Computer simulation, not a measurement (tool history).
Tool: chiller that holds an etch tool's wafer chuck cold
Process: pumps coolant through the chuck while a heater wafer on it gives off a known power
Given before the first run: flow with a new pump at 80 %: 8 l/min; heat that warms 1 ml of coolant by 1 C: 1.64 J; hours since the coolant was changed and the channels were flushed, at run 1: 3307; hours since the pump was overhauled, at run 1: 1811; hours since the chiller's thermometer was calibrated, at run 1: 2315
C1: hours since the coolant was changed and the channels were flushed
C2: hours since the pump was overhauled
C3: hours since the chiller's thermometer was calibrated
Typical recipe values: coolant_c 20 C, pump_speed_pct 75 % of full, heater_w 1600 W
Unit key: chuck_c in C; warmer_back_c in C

Run 1, hour 0: usual settings; C1 3307; C2 1811; C3 2315. Result: chuck_c 33.2 C, warmer_back_c 7.99 C.
Run 2, hour 34.9: usual settings; C1 3342; C2 1846; C3 2350. Result: chuck_c 33.3 C, warmer_back_c 7.98 C.
Run 3, hour 65.9: usual settings; C1 3373; C2 1877; C3 2381. Result: chuck_c 33.2 C, warmer_back_c 8.06 C.
Run 4, hour 92.6: usual settings; C1 3399; C2 1904; C3 2408. Result: chuck_c 33.2 C, warmer_back_c 7.99 C.
Run 5, hour 115.8: usual settings but heater_w 824 W; C1 3423; C2 1927; C3 2431. Result: chuck_c 27 C, warmer_back_c 4.12 C.
Run 6, hour 140.5: usual settings but heater_w 824 W; C1 3447; C2 1951; C3 2456. Result: chuck_c 26.9 C, warmer_back_c 4.08 C.
Run 7, hour 177.5: usual settings but coolant_c 26 C; C1 3484; C2 1989; C3 2493. Result: chuck_c 39.2 C, warmer_back_c 8.04 C.
Run 8, hour 224.7: usual settings; C1 3532; C2 2036; C3 2540. Result: chuck_c 33.3 C, warmer_back_c 7.96 C.
Run 9, hour 257.6: usual settings; C1 3564; C2 2069; C3 2573. Result: chuck_c 33.3 C, warmer_back_c 8 C.
Run 10, hour 282.6: usual settings but pump_speed_pct 97 % of full; C1 3589; C2 2094; C3 2598. Result: chuck_c 30.7 C, warmer_back_c 6.16 C.
Run 11, hour 316.8: usual settings but pump_speed_pct 97 % of full; C1 3624; C2 2128; C3 2632. Result: chuck_c 30.7 C, warmer_back_c 6.18 C.
Run 12, hour 364.6: usual settings but pump_speed_pct 97 % of full; C1 3671; C2 2176; C3 2680. Result: chuck_c 30.7 C, warmer_back_c 6.19 C.
Run 13, hour 416.9: usual settings; C1 3724; C2 2228; C3 2732. Result: chuck_c 33.3 C, warmer_back_c 8.05 C.
Run 14, hour 456.1: usual settings; C1 3763; C2 2267; C3 2771. Result: chuck_c 33.3 C, warmer_back_c 8.07 C.
Run 15, hour 484: usual settings; C1 3791; C2 2295; C3 2799. Result: chuck_c 33.4 C, warmer_back_c 8.05 C.
Run 16, hour 512.3: usual settings but coolant_c 26 C; C1 3819; C2 2323; C3 2827. Result: chuck_c 39.3 C, warmer_back_c 8 C.
Run 17, hour 544.8: usual settings but coolant_c 21 C, heater_w 1346 W; C1 3852; C2 2356; C3 2860. Result: chuck_c 32.4 C, warmer_back_c 6.69 C.
Run 18, hour 580.1: usual settings but pump_speed_pct 70 % of full, heater_w 1000 W; C1 3887; C2 2391; C3 2895. Result: chuck_c 29 C, warmer_back_c 5.4 C.
Run 19, hour 602.9: usual settings but pump_speed_pct 70 % of full, heater_w 1000 W; C1 3910; C2 2414; C3 2918. Result: chuck_c 29.2 C, warmer_back_c 5.43 C.
Run 20, hour 636.6: usual settings but coolant_c 19 C, pump_speed_pct 81 % of full, heater_w 1697 W; C1 3943; C2 2448; C3 2952. Result: chuck_c 32.2 C, warmer_back_c 7.94 C.
Run 21, hour 664.4: usual settings but coolant_c 13 C, heater_w 1236 W; C1 3971; C2 2475; C3 2979. Result: chuck_c 23.3 C, warmer_back_c 6.2 C.
Run 22, hour 693.1: usual settings but coolant_c 21 C, pump_speed_pct 69 % of full, heater_w 954 W; C1 4000; C2 2504; C3 3008. Result: chuck_c 29.5 C, warmer_back_c 5.19 C.
At hour 700.4: coolant pump overhauled.
At hour 720.8: chiller's thermometer calibrated.
Run 23, hour 724.7: usual settings but coolant_c 21 C, pump_speed_pct 61 % of full, heater_w 1610 W; C1 4026; C2 23; C3 4. Result: chuck_c 37.1 C, warmer_back_c 10.17 C.
Run 24, hour 753.2: usual settings but pump_speed_pct 83 % of full, heater_w 1503 W; C1 4054; C2 52; C3 32. Result: chuck_c 31.6 C, warmer_back_c 7.05 C.
Run 25, hour 780.1: usual settings but coolant_c 25 C, pump_speed_pct 96 % of full, heater_w 1554 W; C1 4081; C2 79; C3 59. Result: chuck_c 35.7 C, warmer_back_c 6.24 C.
Run 26, hour 830: usual settings but coolant_c 10 C, pump_speed_pct 96 % of full, heater_w 1239 W; C1 4131; C2 129; C3 109. Result: chuck_c 18.5 C, warmer_back_c 4.95 C.
Run 27, hour 868.6: usual settings but pump_speed_pct 70 % of full, heater_w 1622 W; C1 4169; C2 167; C3 148. Result: chuck_c 34.5 C, warmer_back_c 8.94 C.
Run 28, hour 901.7: usual settings but coolant_c 13 C, pump_speed_pct 80 % of full, heater_w 1321 W; C1 4202; C2 200; C3 181. Result: chuck_c 23.6 C, warmer_back_c 6.32 C.
Run 29, hour 933.1: usual settings but coolant_c 13 C, pump_speed_pct 80 % of full, heater_w 1321 W; C1 4234; C2 232; C3 212. Result: chuck_c 23.7 C, warmer_back_c 6.32 C.
At hour 950.7: coolant pump overhauled, once more.
Run 30, hour 965.5: usual settings but coolant_c 13 C, pump_speed_pct 80 % of full, heater_w 1321 W; C1 4261; C2 15; C3 240. Result: chuck_c 23.1 C, warmer_back_c 6.02 C.
Run 31, hour 1009.9: usual settings but coolant_c 13 C, pump_speed_pct 80 % of full, heater_w 1321 W; C1 4306; C2 59; C3 284. Result: chuck_c 23.1 C, warmer_back_c 6.05 C.
Run 32, hour 1053.9: usual settings but coolant_c 13 C, pump_speed_pct 80 % of full, heater_w 1321 W; C1 4350; C2 103; C3 328. Result: chuck_c 23.2 C, warmer_back_c 6.04 C.

How the hidden state differs across the entries between the runs, from the last listed run before each to the first after it:
From run 22 to run 23: coolant pump overhauled (hour 700.4); chiller's thermometer calibrated (hour 720.8)
  flow at a given pump speed, % of a new pump's: 97 -> 94.9; coolant's true temperature over the reading, C: 0.15 -> -0.02
  the result without the hidden state subtracted from the measured one, chuck_c: +0.7 -> +1.3 C; warmer_back_c: +0.16 -> +0.51 C
From run 29 to run 30: coolant pump overhauled, once more (hour 950.7)
  flow at a given pump speed, % of a new pump's: 94.7 -> 100.4
  the result without the hidden state subtracted from the measured one, chuck_c: +0.9 -> +0.5 C; warmer_back_c: +0.34 -> -0.03 C

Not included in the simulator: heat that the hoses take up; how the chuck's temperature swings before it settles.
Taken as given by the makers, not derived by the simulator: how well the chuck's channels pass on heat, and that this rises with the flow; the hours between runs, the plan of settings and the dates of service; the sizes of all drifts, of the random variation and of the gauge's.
